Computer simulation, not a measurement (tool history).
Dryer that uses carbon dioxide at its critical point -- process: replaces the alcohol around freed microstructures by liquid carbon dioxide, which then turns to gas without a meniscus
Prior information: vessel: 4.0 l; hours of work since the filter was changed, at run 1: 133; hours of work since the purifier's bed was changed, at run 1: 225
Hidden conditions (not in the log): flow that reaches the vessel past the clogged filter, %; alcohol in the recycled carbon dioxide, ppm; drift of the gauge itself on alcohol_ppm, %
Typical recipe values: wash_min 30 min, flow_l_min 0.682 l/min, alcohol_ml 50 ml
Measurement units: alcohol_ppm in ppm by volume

| run | hour | wash_min | flow_l_min | alcohol_ml | hours of work since the filter was changed | hours of work since the purifier's bed was changed | alcohol_ppm |
|---|---|---|---|---|---|---|---|
| 1 | 0.0 | 30 | 0.682 | 50 | 133 | 225 | 397 |
| 2 | 10.0 | 30 | 0.682 | 50 | 140 | 231 | 390 |
| 3 | 26.6 | 33 | 0.682 | 50 | 150 | 241 | 313 |
| 4 | 44.1 | 33 | 0.682 | 50 | 161 | 252 | 328 |
| 5 | 56.9 | 30 | 0.682 | 50 | 169 | 260 | 440 |
| 6 | 71.6 | 30 | 0.682 | 26 | 178 | 269 | 289 |
| 7 | 85.5 | 30 | 0.682 | 26 | 187 | 278 | 297 |
| 8 | 94.7 | 30 | 0.682 | 34 | 193 | 284 | 350 |
| 9 | 109.6 | 30 | 0.682 | 34 | 202 | 293 | 351 |
| 10 | 122.8 | 30 | 0.682 | 34 | 210 | 301 | 355 |
| 11 | 134.6 | 30 | 0.682 | 34 | 217 | 309 | 360 |
| 12 | 143.5 | 30 | 1.005 | 102 | 223 | 314 | 278 |
| 13 | 150.7 | 23 | 0.627 | 50 | 228 | 319 | 1092 |
| 14 | 166.1 | 44 | 0.452 | 50 | 237 | 329 | 502 |
| 15 | 176.2 | 44 | 0.452 | 50 | 243 | 335 | 516 |
| 16 | 186.1 | 30 | 0.525 | 26 | 250 | 341 | 568 |
| 17 | 195.9 | 30 | 0.525 | 26 | 256 | 347 | 553 |

Run by run, hidden condition taken away, random variation retained:
| run | alcohol_ppm |
|---|---|
| 1 | 260 |
| 2 | 250 |
| 3 | 177 |
| 4 | 183 |
| 5 | 270 |
| 6 | 141 |
| 7 | 148 |
| 8 | 184 |
| 9 | 177 |
| 10 | 179 |
| 11 | 177 |
| 12 | 100 |
| 13 | 797 |
| 14 | 278 |
| 15 | 284 |
| 16 | 339 |
| 17 | 324 |

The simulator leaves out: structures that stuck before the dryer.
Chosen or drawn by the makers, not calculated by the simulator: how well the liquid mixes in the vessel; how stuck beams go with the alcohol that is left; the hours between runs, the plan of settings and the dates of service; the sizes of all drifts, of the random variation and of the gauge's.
